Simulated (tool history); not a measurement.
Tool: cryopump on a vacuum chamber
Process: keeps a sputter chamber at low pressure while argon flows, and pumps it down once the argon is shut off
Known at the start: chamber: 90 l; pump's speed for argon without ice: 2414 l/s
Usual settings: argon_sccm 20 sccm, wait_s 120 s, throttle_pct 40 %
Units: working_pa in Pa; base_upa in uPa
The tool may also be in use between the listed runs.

| run | hour | argon_sccm | wait_s | throttle_pct | working_pa | base_upa |
|---|---|---|---|---|---|---|
| 1 | 0.0 | 20 | 120 | 40 | 0.0355 | 1.12 |
| 2 | 21.2 | 20 | 120 | 40 | 0.0356 | 1.11 |
| 3 | 40.6 | 20 | 120 | 40 | 0.0356 | 1.15 |
| 4 | 61.4 | 20 | 120 | 40 | 0.0360 | 1.14 |
| 5 | 71.6 | 20 | 120 | 40 | 0.0357 | 1.16 |
| 6 | 89.7 | 9 | 120 | 40 | 0.0164 | 1.19 |
| 7 | 99.7 | 20 | 120 | 40 | 0.0358 | 1.11 |
| 8 | 112.3 | 20 | 120 | 19 | 0.0745 | 1.21 |
| 9 | 127.0 | 20 | 120 | 19 | 0.0740 | 1.17 |
| 10 | 139.4 | 20 | 120 | 40 | 0.0358 | 1.21 |
| 11 | 157.2 | 20 | 120 | 40 | 0.0359 | 1.21 |
| 12 | 175.5 | 20 | 120 | 40 | 0.0365 | 1.23 |
| 13 | 191.2 | 20 | 280 | 40 | 0.0362 | 0.99 |
| 14 | 203.3 | 20 | 280 | 40 | 0.0361 | 0.99 |
| 15 | 222.7 | 20 | 280 | 40 | 0.0364 | 1.04 |
| 16 | 241.1 | 20 | 120 | 40 | 0.0362 | 1.28 |
| 17 | 257.4 | 20 | 120 | 40 | 0.0365 | 1.26 |
| 18 | 272.1 | 19 | 24 | 40 | 0.0347 | 2.85 |
| 19 | 281.5 | 9 | 24 | 21 | 0.0311 | 2.95 |
| 20 | 290.7 | 16 | 99 | 40 | 0.0291 | 1.40 |
| 21 | 308.2 | 16 | 99 | 40 | 0.0291 | 1.42 |
| 22 | 320.4 | 11 | 149 | 17 | 0.0466 | 1.19 |
| 23 | 330.8 | 11 | 149 | 17 | 0.0460 | 1.22 |
| 24 | 343.9 | 9 | 40 | 29 | 0.0226 | 2.13 |
| 25 | 362.9 | 13 | 83 | 37 | 0.0261 | 1.50 |
| 26 | 377.3 | 13 | 83 | 37 | 0.0258 | 1.48 |
| 27 | 394.7 | 27 | 169 | 41 | 0.0490 | 1.18 |
| 28 | 407.7 | 16 | 60 | 58 | 0.0210 | 1.74 |
| 29 | 418.4 | 23 | 72 | 58 | 0.0297 | 1.66 |
| 30 | 428.6 | 23 | 72 | 58 | 0.0297 | 1.65 |
| 31 | 445.5 | 23 | 72 | 58 | 0.0298 | 1.66 |
| 32 | 456.6 | 23 | 72 | 58 | 0.0300 | 1.65 |
| 33 | 471.2 | 19 | 27 | 48 | 0.0294 | 2.84 |
| 34 | 481.2 | 38 | 26 | 43 | 0.0662 | 2.89 |

Forecast each of these 3 alternatives for the next run:
| A | 491.2 | 24 | 84 | 19 | ? | ? |
| B | 491.2 | 33 | 103 | 16 | ? | ? |
| C | 491.2 | 22 | 26 | 37 | ? | ? |

| run | working_pa | base_upa |
|---|---|---|
| A | 0.0907 | 1.58 |
| B | 0.1488 | 1.47 |
| C | 0.0444 | 2.82 |
Without the tool's hidden state the same runs would have given:
| run | working_pa | base_upa |
|---|---|---|
| A | 0.0881 | 0.71 |
| B | 0.1451 | 0.60 |
| C | 0.0420 | 1.98 |
